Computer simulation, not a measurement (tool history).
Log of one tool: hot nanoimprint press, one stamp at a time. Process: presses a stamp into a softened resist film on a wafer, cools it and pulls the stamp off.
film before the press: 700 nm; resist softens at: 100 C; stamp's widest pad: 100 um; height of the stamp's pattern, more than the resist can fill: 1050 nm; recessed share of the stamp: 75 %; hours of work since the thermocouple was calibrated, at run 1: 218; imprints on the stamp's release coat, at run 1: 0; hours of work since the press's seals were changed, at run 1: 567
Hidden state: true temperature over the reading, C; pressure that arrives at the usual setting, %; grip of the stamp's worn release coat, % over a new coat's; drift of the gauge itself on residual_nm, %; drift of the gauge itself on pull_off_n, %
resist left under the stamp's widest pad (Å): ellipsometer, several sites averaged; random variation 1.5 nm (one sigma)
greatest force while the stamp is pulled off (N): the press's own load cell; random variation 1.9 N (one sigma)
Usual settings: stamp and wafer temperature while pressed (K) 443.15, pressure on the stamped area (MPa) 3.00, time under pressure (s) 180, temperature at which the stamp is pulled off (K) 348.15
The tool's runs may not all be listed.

| run | day | stamp and wafer temperature while pressed (K) | pressure on the stamped area (MPa) | time under pressure (s) | temperature at which the stamp is pulled off (K) | hours of work since the thermocouple was calibrated | imprints on the stamp's release coat | hours of work since the press's seals were changed | resist left under the stamp's widest pad (Å) | greatest force while the stamp is pulled off (N) |
|---|---|---|---|---|---|---|---|---|---|---|
| 1 | 0.000 | 443.15 | 3.00 | 180 | 348.15 | 218 | 0 | 567 | 3213 | 150 |
| 2 | 1.333 | 443.15 | 3.00 | 180 | 348.15 | 235 | 83 | 585 | 3242 | 146 |
| 3 | 2.925 | 443.15 | 3.00 | 180 | 348.15 | 256 | 181 | 605 | 3246 | 147 |
| 4 | 4.946 | 443.15 | 3.00 | 98 | 348.15 | 282 | 305 | 632 | 4080 | 153 |
| 5 | 6.421 | 443.15 | 3.00 | 165 | 348.15 | 302 | 396 | 651 | 3382 | 153 |
|  | 8.162 | press's hydraulic seals changed and the load cell set to zero |
| 6 | 9.146 | 443.15 | 3.00 | 165 | 348.15 | 333 | 544 | 13 | 3359 | 155 |
| 7 | 11.467 | 443.15 | 3.00 | 165 | 348.15 | 363 | 687 | 43 | 3359 | 159 |
| 8 | 13.438 | 443.15 | 3.00 | 120 | 348.15 | 389 | 808 | 69 | 3840 | 160 |
| 9 | 14.821 | 443.15 | 3.00 | 120 | 348.15 | 407 | 894 | 87 | 3845 | 156 |
|  | 15.825 | plate thermocouple calibrated |
| 10 | 16.454 | 437.15 | 3.00 | 120 | 348.15 | 8 | 987 | 106 | 4878 | 165 |
| 11 | 18.358 | 437.15 | 3.00 | 120 | 348.15 | 33 | 1104 | 131 | 4935 | 164 |
| 12 | 19.979 | 443.15 | 3.00 | 107 | 348.15 | 54 | 1204 | 152 | 4106 | 167 |
| 13 | 22.283 | 443.15 | 3.00 | 107 | 348.15 | 84 | 1346 | 182 | 4160 | 169 |
| 14 | 23.696 | 451.15 | 2.70 | 115 | 339.15 | 102 | 1433 | 201 | 3051 | 185 |
|  | 25.175 | plate thermocouple calibrated, once more |
| 15 | 25.362 | 449.15 | 3.00 | 275 | 337.15 | 2 | 1528 | 221 | 1932 | 187 |
| 16 | 27.092 | 449.15 | 3.00 | 275 | 337.15 | 25 | 1635 | 243 | 1941 | 185 |
| 17 | 28.854 | 435.15 | 3.00 | 104 | 352.15 | 48 | 1743 | 266 | 5065 | 167 |
| 18 | 31.079 | 435.15 | 3.00 | 104 | 352.15 | 77 | 1880 | 295 | 5127 | 174 |
| 19 | 33.367 | 437.15 | 3.00 | 104 | 341.15 | 107 | 2021 | 325 | 4792 | 187 |
| 20 | 35.371 | 448.15 | 3.00 | 180 | 345.15 | 133 | 2145 | 351 | 2502 | 184 |
| 21 | 36.492 | 448.15 | 1.92 | 151 | 345.15 | 147 | 2214 | 366 | 3269 | 185 |
|  | 37.092 | stamp cleaned and given a new release coat |
| 22 | 38.071 | 439.15 | 3.00 | 235 | 348.15 | 165 | 60 | 383 | 3438 | 145 |

5 ways to go on from here, each from the tool as it stands after run 22. What would each give?
| A | 39.308 | 447.15 | 3.00 | 235 | 348.15 | 181 | 136 | 399 | ? | ? |
| B | 39.308 | 433.15 | 3.00 | 235 | 345.15 | 181 | 136 | 399 | ? | ? |
| C | 39.308 | 443.15 | 3.00 | 137 | 348.15 | 181 | 136 | 399 | ? | ? |
| D | 39.308 | 440.15 | 3.00 | 235 | 354.15 | 181 | 136 | 399 | ? | ? |
| E | 39.308 | 435.15 | 3.00 | 187 | 348.15 | 181 | 136 | 399 | ? | ? |

| run | resist left under the stamp's widest pad (Å) | greatest force while the stamp is pulled off (N) |
|---|---|---|
| A | 2370 | 153 |
| B | 4456 | 154 |
| C | 3540 | 144 |
| D | 3287 | 142 |
| E | 4412 | 150 |
Without the tool's hidden state the same runs would have given:
| run | resist left under the stamp's widest pad (Å) | greatest force while the stamp is pulled off (N) |
|---|---|---|
| A | 2257 | 150 |
| B | 4284 | 150 |
| C | 3390 | 141 |
| D | 3137 | 139 |
| E | 4244 | 147 |
